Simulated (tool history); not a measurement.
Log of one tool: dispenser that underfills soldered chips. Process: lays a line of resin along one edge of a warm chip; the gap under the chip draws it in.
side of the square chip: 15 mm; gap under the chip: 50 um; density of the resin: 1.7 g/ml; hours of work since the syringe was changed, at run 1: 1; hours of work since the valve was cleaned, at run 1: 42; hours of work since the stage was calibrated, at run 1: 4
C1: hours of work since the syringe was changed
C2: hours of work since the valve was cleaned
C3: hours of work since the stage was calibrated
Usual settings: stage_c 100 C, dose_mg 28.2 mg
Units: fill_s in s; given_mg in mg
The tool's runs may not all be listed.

{"run": 1, "day": 0.0, "stage_c": 100, "dose_mg": 28.2, "C1": 1, "C2": 42, "C3": 4, "fill_s": 137.8, "given_mg": 26.94}
{"day": 0.325, "done": "new syringe of resin"}
{"run": 2, "day": 0.508, "stage_c": 100, "dose_mg": 28.2, "C1": 3, "C2": 51, "C3": 13, "fill_s": 151.1, "given_mg": 26.9}
{"day": 0.688, "done": "new syringe of resin"}
{"day": 1.075, "done": "new syringe of resin"}
{"run": 3, "day": 1.175, "stage_c": 100, "dose_mg": 26.3, "C1": 2, "C2": 63, "C3": 25, "fill_s": 145.3, "given_mg": 24.82}
{"day": 1.458, "done": "new syringe of resin"}
{"run": 4, "day": 1.792, "stage_c": 100, "dose_mg": 28.2, "C1": 6, "C2": 74, "C3": 36, "fill_s": 165.4, "given_mg": 26.16}
{"day": 1.862, "done": "new syringe of resin"}
{"day": 1.954, "done": "dispensing valve cleaned and set on the balance"}
{"run": 5, "day": 2.158, "stage_c": 100, "dose_mg": 28.2, "C1": 5, "C2": 4, "C3": 42, "fill_s": 156.7, "given_mg": 27.89}
{"day": 2.283, "done": "new syringe of resin"}
{"run": 6, "day": 2.542, "stage_c": 110, "dose_mg": 28.2, "C1": 5, "C2": 10, "C3": 48, "fill_s": 120, "given_mg": 27.93}
{"day": 2.679, "done": "new syringe of resin"}
{"run": 7, "day": 2.846, "stage_c": 100, "dose_mg": 28.2, "C1": 3, "C2": 16, "C3": 54, "fill_s": 147.2, "given_mg": 27.93}
{"day": 3.062, "done": "new syringe of resin"}
{"run": 8, "day": 3.362, "stage_c": 100, "dose_mg": 28.2, "C1": 5, "C2": 25, "C3": 63, "fill_s": 164.3, "given_mg": 27.66}
{"day": 3.446, "done": "new syringe of resin"}
{"day": 3.829, "done": "new syringe of resin"}
{"run": 9, "day": 3.908, "stage_c": 100, "dose_mg": 28.2, "C1": 1, "C2": 35, "C3": 73, "fill_s": 150, "given_mg": 27.18}
{"day": 4.221, "done": "new syringe of resin"}
{"run": 10, "day": 4.562, "stage_c": 100, "dose_mg": 28.2, "C1": 6, "C2": 46, "C3": 84, "fill_s": 168.8, "given_mg": 26.84}
{"day": 4.612, "done": "new syringe of resin"}
{"day": 4.988, "done": "new syringe of resin"}
{"run": 11, "day": 5.012, "stage_c": 100, "dose_mg": 34.2, "C1": 0, "C2": 54, "C3": 92, "fill_s": 134.9, "given_mg": 32.32}
{"day": 5.371, "done": "new syringe of resin"}
{"run": 12, "day": 5.65, "stage_c": 101, "dose_mg": 28.2, "C1": 5, "C2": 65, "C3": 103, "fill_s": 156.8, "given_mg": 26.52}
{"day": 5.733, "done": "new syringe of resin"}
{"run": 13, "day": 6.029, "stage_c": 101, "dose_mg": 29.5, "C1": 5, "C2": 72, "C3": 110, "fill_s": 161.5, "given_mg": 27.46}
{"day": 6.121, "done": "new syringe of resin"}
{"day": 6.275, "done": "dispensing valve cleaned and set on the balance"}
{"day": 6.529, "done": "new syringe of resin"}
{"run": 14, "day": 6.612, "stage_c": 100, "dose_mg": 35, "C1": 2, "C2": 6, "C3": 119, "fill_s": 140.5, "given_mg": 34.67}
{"day": 6.883, "done": "new syringe of resin"}
{"run": 15, "day": 6.988, "stage_c": 100, "dose_mg": 35, "C1": 2, "C2": 13, "C3": 126, "fill_s": 141, "given_mg": 34.57}
{"day": 7.267, "done": "new syringe of resin"}
{"run": 16, "day": 7.342, "stage_c": 100, "dose_mg": 33.6, "C1": 1, "C2": 19, "C3": 132, "fill_s": 140.8, "given_mg": 33.24}
{"day": 7.629, "done": "new syringe of resin"}
{"run": 17, "day": 7.7, "stage_c": 109, "dose_mg": 34, "C1": 1, "C2": 25, "C3": 139, "fill_s": 108.8, "given_mg": 33.11}
{"day": 8.012, "done": "new syringe of resin"}
{"run": 18, "day": 8.25, "stage_c": 110, "dose_mg": 27.6, "C1": 4, "C2": 35, "C3": 148, "fill_s": 118.8, "given_mg": 26.63}
{"day": 8.371, "done": "new syringe of resin"}
{"run": 19, "day": 8.604, "stage_c": 112, "dose_mg": 29.2, "C1": 4, "C2": 41, "C3": 155, "fill_s": 113.4, "given_mg": 28.07}
{"day": 8.771, "done": "new syringe of resin"}
{"run": 20, "day": 8.904, "stage_c": 100, "dose_mg": 25.1, "C1": 2, "C2": 46, "C3": 160, "fill_s": 153.6, "given_mg": 24.32}
{"day": 9.154, "done": "new syringe of resin"}
{"run": 21, "day": 9.317, "stage_c": 100, "dose_mg": 25.1, "C1": 3, "C2": 54, "C3": 167, "fill_s": 157.7, "given_mg": 23.97}
{"day": 9.546, "done": "new syringe of resin"}
{"run": 22, "day": 9.604, "stage_c": 100, "dose_mg": 27, "C1": 1, "C2": 59, "C3": 172, "fill_s": 146.9, "given_mg": 25.6}
{"day": 9.954, "done": "new syringe of resin"}
{"run": 23, "day": 10.133, "stage_c": 90, "dose_mg": 25.7, "C1": 3, "C2": 68, "C3": 182, "fill_s": 210.7, "given_mg": 23.93}
{"day": 10.333, "done": "new syringe of resin"}
{"day": 10.629, "done": "dispensing valve cleaned and set on the balance"}
{"day": 10.738, "done": "new syringe of resin"}
{"run": 24, "day": 10.775, "stage_c": 87, "dose_mg": 26.2, "C1": 1, "C2": 2, "C3": 192, "fill_s": 210.3, "given_mg": 26.3}
{"day": 11.112, "done": "new syringe of resin"}
{"run": 25, "day": 11.412, "stage_c": 93, "dose_mg": 28.7, "C1": 5, "C2": 14, "C3": 204, "fill_s": 204.5, "given_mg": 28.41}
{"day": 11.512, "done": "new syringe of resin"}
{"day": 11.888, "done": "new syringe of resin"}
{"run": 26, "day": 11.975, "stage_c": 93, "dose_mg": 28.7, "C1": 2, "C2": 24, "C3": 213, "fill_s": 178.4, "given_mg": 28.02}
{"day": 12.275, "done": "new syringe of resin"}
{"run": 27, "day": 12.571, "stage_c": 95, "dose_mg": 36.1, "C1": 5, "C2": 34, "C3": 224, "fill_s": 188.2, "given_mg": 34.9}
{"day": 12.662, "done": "new syringe of resin"}
{"day": 13.046, "done": "new syringe of resin"}
{"run": 28, "day": 13.212, "stage_c": 95, "dose_mg": 36.1, "C1": 3, "C2": 46, "C3": 235, "fill_s": 176.3, "given_mg": 34.69}
{"day": 13.446, "done": "new syringe of resin"}
{"run": 29, "day": 13.554, "stage_c": 95, "dose_mg": 36.1, "C1": 2, "C2": 52, "C3": 241, "fill_s": 169.5, "given_mg": 34.53}
{"day": 13.817, "done": "new syringe of resin"}
{"run": 30, "day": 14.025, "stage_c": 95, "dose_mg": 36.1, "C1": 4, "C2": 60, "C3": 250, "fill_s": 175.7, "given_mg": 34.23}
{"day": 14.208, "done": "new syringe of resin"}
{"run": 31, "day": 14.512, "stage_c": 111, "dose_mg": 24.5, "C1": 6, "C2": 69, "C3": 258, "fill_s": 128.1, "given_mg": 22.89}
{"day": 14.588, "done": "new syringe of resin"}
{"day": 14.975, "done": "dispensing valve cleaned and set on the balance"}
{"day": 15.046, "done": "new syringe of resin"}
{"run": 32, "day": 15.096, "stage_c": 95, "dose_mg": 27.6, "C1": 1, "C2": 2, "C3": 268, "fill_s": 169.8, "given_mg": 27.74}

Hidden state or all else? Some run-to-run changes of fill_s, split into what the settings, what came in and random variation would give without the hidden state, and what is left for the hidden state (with any gauge scatter that isn't in both results):
The hidden state here: resin's viscosity, % of fresh resin's; dose that the valve gives, % of what is set; true chip temperature over the reading, C; drift of the gauge itself on fill_s, %; drift of the gauge itself on given_mg, %.
Run 10 -> 11: dose_mg 28.2 -> 34.2, new syringe of resin, new syringe of resin. fill_s -33.9 s: hidden state -30.6, all else -3.3.
Run 22 -> 23: stage_c 100 -> 90, dose_mg 27 -> 25.7, new syringe of resin. fill_s +63.8 s: hidden state +16.3, all else +47.5.
Run 24 -> 25: stage_c 87 -> 93, dose_mg 26.2 -> 28.7, new syringe of resin. fill_s -5.8 s: hidden state +28, all else -33.8.
Run 25 -> 26: new syringe of resin, new syringe of resin. fill_s -26.1 s: hidden state -25.4, all else -0.7.
Run 30 -> 31: stage_c 95 -> 111, dose_mg 36.1 -> 24.5, new syringe of resin. fill_s -47.6 s: hidden state +0.7, all else -48.3.
Run 31 -> 32: stage_c 111 -> 95, dose_mg 24.5 -> 27.6, new syringe of resin, dispensing valve cleaned and set on the balance, new syringe of resin. fill_s +41.7 s: hidden state -16, all else +57.7.
